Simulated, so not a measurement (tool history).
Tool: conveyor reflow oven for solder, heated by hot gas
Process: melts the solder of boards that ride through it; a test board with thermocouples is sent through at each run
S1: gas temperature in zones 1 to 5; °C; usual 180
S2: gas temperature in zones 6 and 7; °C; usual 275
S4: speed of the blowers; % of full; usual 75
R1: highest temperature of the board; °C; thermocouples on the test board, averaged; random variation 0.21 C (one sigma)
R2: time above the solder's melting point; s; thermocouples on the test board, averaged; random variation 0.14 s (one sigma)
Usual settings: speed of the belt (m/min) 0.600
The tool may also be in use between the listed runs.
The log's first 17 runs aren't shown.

At day 9.488: flux residue cleaned out of gas plates and filters, once more.
Run 18, day 9.879: usual settings but S1 187 °C, S2 273 °C, speed of the belt (m/min) 0.552. Result: R1 264.6 °C, R2 69.5 s.
Run 19, day 10.538: usual settings but S1 187 °C, S2 273 °C, speed of the belt (m/min) 0.552. Result: R1 264.5 °C, R2 69.5 s.
Run 20, day 11.229: usual settings but S1 190 °C, S2 267 °C, speed of the belt (m/min) 0.705, S4 74 % of full. Result: R1 252.7 °C, R2 49.7 s.
Run 21, day 11.621: usual settings but S1 181 °C, S4 70 % of full. Result: R1 261.8 °C, R2 60.0 s.
Run 22, day 12.129: usual settings but S1 181 °C, S4 70 % of full. Result: R1 261.8 °C, R2 60.2 s.
Run 23, day 12.950: usual settings but S1 178 °C, S2 264 °C, speed of the belt (m/min) 0.693. Result: R1 248.5 °C, R2 43.7 s.
Run 24, day 13.625: usual settings but S1 178 °C, S2 264 °C, speed of the belt (m/min) 0.693. Result: R1 248.3 °C, R2 43.7 s.
Run 25, day 14.500: usual settings but S1 175 °C, S2 265 °C. Result: R1 253.2 °C, R2 53.5 s.
Run 26, day 15.071: usual settings but S1 171 °C, S2 265 °C. Result: R1 252.1 °C, R2 51.9 s.
Run 27, day 15.767: usual settings but S1 171 °C, S2 267 °C. Result: R1 253.8 °C, R2 53.2 s.
Run 28, day 16.508: usual settings but speed of the belt (m/min) 0.583, S4 53 % of full. Result: R1 256.9 °C, R2 57.9 s.
Run 29, day 16.871: usual settings but S2 264 °C, speed of the belt (m/min) 0.583, S4 61 % of full. Result: R1 249.6 °C, R2 54.2 s.
Run 30, day 17.517: usual settings but S1 192 °C, S2 288 °C, speed of the belt (m/min) 0.654, S4 83 % of full. Result: R1 274.2 °C, R2 63.6 s.

3 ways to go on from here, each from the tool as it stands after run 30. What would each give?
Run A, day 18.138: usual settings but S1 192 °C, S2 288 °C, speed of the belt (m/min) 0.526, S4 68 % of full. Result: R1 ?, R2 ?.
Run B, day 18.138: usual settings but S1 173 °C, S2 286 °C, speed of the belt (m/min) 0.654, S4 56 % of full. Result: R1 ?, R2 ?.
Run C, day 18.138: usual settings but S1 183 °C, speed of the belt (m/min) 0.537. Result: R1 ?, R2 ?.

run     R1    R2
  A  277.0  80.2
  B  260.4  51.0
  C  265.5  70.5
Without the tool's hidden state the same runs would have given:
run     R1    R2
  A  276.5  79.4
  B  260.6  51.0
  C  265.0  70.0
